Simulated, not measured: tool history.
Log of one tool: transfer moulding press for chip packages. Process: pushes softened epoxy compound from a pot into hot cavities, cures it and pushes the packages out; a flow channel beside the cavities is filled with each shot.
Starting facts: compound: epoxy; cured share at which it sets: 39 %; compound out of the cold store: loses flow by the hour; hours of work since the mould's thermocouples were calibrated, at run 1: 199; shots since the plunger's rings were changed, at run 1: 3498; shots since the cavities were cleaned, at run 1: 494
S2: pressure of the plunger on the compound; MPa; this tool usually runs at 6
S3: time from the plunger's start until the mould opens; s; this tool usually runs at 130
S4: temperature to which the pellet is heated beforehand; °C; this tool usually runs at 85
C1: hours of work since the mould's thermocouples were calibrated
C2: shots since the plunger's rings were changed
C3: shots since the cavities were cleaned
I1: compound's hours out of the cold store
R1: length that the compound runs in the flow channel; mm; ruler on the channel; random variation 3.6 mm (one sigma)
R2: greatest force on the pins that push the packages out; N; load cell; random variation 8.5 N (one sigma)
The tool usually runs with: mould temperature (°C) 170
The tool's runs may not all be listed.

run 1 hour=0 | mould_temperature_(°C)=170 S2=6 S3=130 S4=85 | C1=199 C2=3498 C3=494 | I1=25.2 | R1=608 R2=502
run 2 hour=9.7 | mould_temperature_(°C)=172 S2=6 S3=130 S4=85 | C1=204 C2=3567 C3=563 | I1=29.2 | R1=596 R2=476
run 3 hour=20.3 | mould_temperature_(°C)=170 S2=6 S3=130 S4=85 | C1=210 C2=3643 C3=639 | I1=17.4 | R1=631 R2=540
run 4 hour=27.8 | mould_temperature_(°C)=170 S2=6 S3=130 S4=85 | C1=213 C2=3697 C3=693 | I1=46.6 | R1=557 R2=521
-- hour=34.3 cavities cleaned with cleaning compound and waxed
run 5 hour=39.6 | mould_temperature_(°C)=170 S2=4.8 S3=130 S4=85 | C1=219 C2=3772 C3=39 | I1=21.1 | R1=550 R2=615
run 6 hour=46 | mould_temperature_(°C)=170 S2=4.8 S3=130 S4=85 | C1=222 C2=3818 C3=85 | I1=41.5 | R1=505 R2=599
run 7 hour=54.6 | mould_temperature_(°C)=170 S2=4.8 S3=130 S4=85 | C1=227 C2=3879 C3=146 | I1=43.2 | R1=506 R2=606
run 8 hour=63 | mould_temperature_(°C)=170 S2=4.8 S3=130 S4=85 | C1=231 C2=3940 C3=207 | I1=8.6 | R1=576 R2=633
run 9 hour=68.3 | mould_temperature_(°C)=170 S2=6 S3=130 S4=79 | C1=234 C2=3978 C3=245 | I1=39.1 | R1=574 R2=596
run 10 hour=75.5 | mould_temperature_(°C)=170 S2=6 S3=130 S4=79 | C1=238 C2=4029 C3=296 | I1=39.8 | R1=571 R2=624
run 11 hour=80.4 | mould_temperature_(°C)=170 S2=6 S3=130 S4=79 | C1=240 C2=4065 C3=332 | I1=36 | R1=578 R2=629
-- hour=86 cavities cleaned with cleaning compound and waxed, once more
run 12 hour=86.5 | mould_temperature_(°C)=170 S2=6 S3=158 S4=85 | C1=243 C2=4098 C3=4 | I1=12.6 | R1=633 R2=312
run 13 hour=94.6 | mould_temperature_(°C)=170 S2=6 S3=147 S4=85 | C1=247 C2=4156 C3=62 | I1=24.1 | R1=609 R2=347
-- hour=99.6 plunger's sealing rings changed
run 14 hour=106.5 | mould_temperature_(°C)=170 S2=6 S3=169 S4=85 | C1=252 C2=50 C3=130 | I1=35.1 | R1=624 R2=313
run 15 hour=113.6 | mould_temperature_(°C)=170 S2=6 S3=169 S4=85 | C1=255 C2=101 C3=181 | I1=23.4 | R1=650 R2=342
run 16 hour=123 | mould_temperature_(°C)=170 S2=6 S3=169 S4=85 | C1=260 C2=168 C3=248 | I1=34.3 | R1=621 R2=342
run 17 hour=128.5 | mould_temperature_(°C)=174 S2=6.79 S3=169 S4=85 | C1=263 C2=207 C3=287 | I1=35.3 | R1=653 R2=334
run 18 hour=137.5 | mould_temperature_(°C)=177 S2=7.16 S3=153 S4=77 | C1=268 C2=272 C3=352 | I1=8.4 | R1=731 R2=367
run 19 hour=146.8 | mould_temperature_(°C)=177 S2=7.16 S3=120 S4=93 | C1=273 C2=339 C3=419 | I1=24.3 | R1=687 R2=393
run 20 hour=153.3 | mould_temperature_(°C)=177 S2=7.16 S3=120 S4=93 | C1=276 C2=386 C3=466 | I1=42.1 | R1=640 R2=404
run 21 hour=160.8 | mould_temperature_(°C)=177 S2=6 S3=142 S4=85 | C1=280 C2=440 C3=520 | I1=17.1 | R1=649 R2=386
run 22 hour=167 | mould_temperature_(°C)=164 S2=5.2 S3=157 S4=95 | C1=283 C2=484 C3=564 | I1=16.5 | R1=642 R2=522
run 23 hour=174.1 | mould_temperature_(°C)=164 S2=5.2 S3=157 S4=95 | C1=287 C2=535 C3=615 | I1=41.9 | R1=579 R2=494
run 24 hour=183.2 | mould_temperature_(°C)=164 S2=5.2 S3=157 S4=95 | C1=292 C2=601 C3=681 | I1=11.5 | R1=648 R2=524
-- hour=190.8 cavities cleaned with cleaning compound and waxed
run 25 hour=195.4 | mould_temperature_(°C)=171 S2=5.2 S3=157 S4=81 | C1=297 C2=677 C3=33 | I1=14 | R1=622 R2=314
run 26 hour=201.1 | mould_temperature_(°C)=171 S2=5.2 S3=157 S4=81 | C1=300 C2=718 C3=74 | I1=22.7 | R1=605 R2=337
run 27 hour=209.2 | mould_temperature_(°C)=171 S2=5.67 S3=157 S4=81 | C1=305 C2=776 C3=132 | I1=38.2 | R1=594 R2=332
run 28 hour=218.7 | mould_temperature_(°C)=170 S2=6.72 S3=153 S4=75 | C1=310 C2=845 C3=201 | I1=11.6 | R1=713 R2=353
run 29 hour=229.2 | mould_temperature_(°C)=170 S2=5.86 S3=130 S4=81 | C1=315 C2=920 C3=276 | I1=43.7 | R1=589 R2=440

3 ways to go on from here, each from the tool as it stands after run 29. What would each give?
run A hour=235.2 | mould_temperature_(°C)=163 S2=5.86 S3=121 S4=81 | C1=318 C2=963 C3=319 | I1=15.8 | R1=? R2=?
run B hour=235.2 | mould_temperature_(°C)=168 S2=4.5 S3=130 S4=88 | C1=318 C2=963 C3=319 | I1=35.7 | R1=? R2=?
run C hour=235.2 | mould_temperature_(°C)=170 S2=4.89 S3=130 S4=85 | C1=318 C2=963 C3=319 | I1=28.1 | R1=? R2=?

run=A R1=680 R2=909
run=B R1=533 R2=518
run=C R1=568 R2=468
Take away the tool's hidden state, keep each run's random variation, and the runs would have read:
run=A R1=690 R2=706
run=B R1=541 R2=408
run=C R1=577 R2=370
